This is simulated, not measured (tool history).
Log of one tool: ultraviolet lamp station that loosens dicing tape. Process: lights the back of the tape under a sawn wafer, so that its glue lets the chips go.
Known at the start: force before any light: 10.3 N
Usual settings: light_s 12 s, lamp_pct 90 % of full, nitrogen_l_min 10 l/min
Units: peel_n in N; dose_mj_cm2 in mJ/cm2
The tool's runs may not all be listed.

| run | hour | light_s | lamp_pct | nitrogen_l_min | peel_n | dose_mj_cm2 |
|---|---|---|---|---|---|---|
| 1 | 0.0 | 12 | 90 | 10 | 0.639 | 345 |
| 2 | 45.2 | 23 | 90 | 10 | 0.146 | 658 |
| 3 | 108.7 | 12 | 90 | 10 | 0.651 | 347 |
| 4 | 148.5 | 12 | 90 | 10 | 0.656 | 342 |
| 5 | 202.4 | 12 | 90 | 10 | 0.684 | 342 |
| 6 | 246.1 | 12 | 90 | 10 | 0.666 | 344 |
| 7 | 281.9 | 12 | 90 | 10 | 0.640 | 343 |
| 8 | 310.2 | 24 | 90 | 10 | 0.129 | 690 |
|  | 332.7 | lamp changed |
| 9 | 356.0 | 12 | 90 | 19 | 0.505 | 342 |
| 10 | 396.1 | 12 | 94 | 19 | 0.477 | 365 |
| 11 | 444.8 | 12 | 94 | 19 | 0.469 | 361 |
| 12 | 475.6 | 12 | 94 | 19 | 0.458 | 366 |
| 13 | 533.9 | 12 | 90 | 10 | 0.655 | 344 |
| 14 | 585.2 | 12 | 90 | 10 | 0.678 | 347 |
| 15 | 623.5 | 12 | 90 | 10 | 0.656 | 344 |
|  | 627.1 | window cleaned of glue's vapour |
| 16 | 680.5 | 12 | 90 | 10 | 0.644 | 348 |
| 17 | 717.0 | 12 | 90 | 4 | 1.024 | 347 |
| 18 | 755.2 | 12 | 63 | 10 | 1.388 | 247 |
| 19 | 790.7 | 12 | 63 | 10 | 1.438 | 245 |
| 20 | 819.8 | 12 | 90 | 10 | 0.659 | 348 |
| 21 | 847.5 | 12 | 90 | 10 | 0.650 | 344 |
| 22 | 905.2 | 12 | 90 | 10 | 0.654 | 345 |
| 23 | 940.5 | 21 | 91 | 5 | 0.222 | 610 |
| 24 | 981.3 | 21 | 91 | 5 | 0.206 | 613 |
| 25 | 1044.8 | 8 | 90 | 10 | 1.577 | 231 |
| 26 | 1084.5 | 9 | 63 | 10 | 2.315 | 180 |
| 27 | 1145.0 | 9 | 63 | 10 | 2.370 | 180 |
| 28 | 1211.2 | 9 | 63 | 10 | 2.303 | 180 |
| 29 | 1257.6 | 9 | 63 | 10 | 2.226 | 182 |
|  | 1286.1 | window cleaned of glue's vapour |
| 30 | 1314.0 | 19 | 85 | 14 | 0.219 | 510 |
| 31 | 1366.5 | 19 | 85 | 14 | 0.206 | 521 |
| 32 | 1406.9 | 10 | 65 | 8 | 1.992 | 205 |
| 33 | 1450.7 | 10 | 65 | 8 | 1.978 | 214 |
| 34 | 1489.7 | 10 | 65 | 8 | 1.958 | 210 |
| 35 | 1537.5 | 10 | 65 | 8 | 2.002 | 211 |
| 36 | 1605.2 | 8 | 99 | 7 | 1.504 | 255 |
| 37 | 1669.8 | 15 | 90 | 10 | 0.374 | 434 |
| 38 | 1718.4 | 12 | 90 | 9 | 0.681 | 349 |
| 39 | 1764.0 | 12 | 90 | 9 | 0.668 | 350 |
| 40 | 1820.4 | 12 | 90 | 9 | 0.686 | 343 |
| 41 | 1860.8 | 19 | 64 | 10 | 0.490 | 386 |
| 42 | 1923.4 | 17 | 93 | 11 | 0.234 | 507 |
|  | 1945.8 | window cleaned of glue's vapour |
| 43 | 1982.2 | 12 | 66 | 16 | 1.117 | 253 |

Forecast each of these 4 alternatives for the next run:
| A | 2014.2 | 7 | 65 | 4 | ? | ? |
| B | 2014.2 | 8 | 72 | 16 | ? | ? |
| C | 2014.2 | 19 | 91 | 7 | ? | ? |
| D | 2014.2 | 9 | 66 | 16 | ? | ? |

| run | peel_n | dose_mj_cm2 |
|---|---|---|
| A | 3.819 | 145 |
| B | 2.008 | 183 |
| C | 0.228 | 546 |
| D | 1.949 | 190 |
Without the tool's hidden state the same runs would have given:
| run | peel_n | dose_mj_cm2 |
|---|---|---|
| A | 3.810 | 145 |
| B | 2.000 | 183 |
| C | 0.227 | 547 |
| D | 1.941 | 191 |
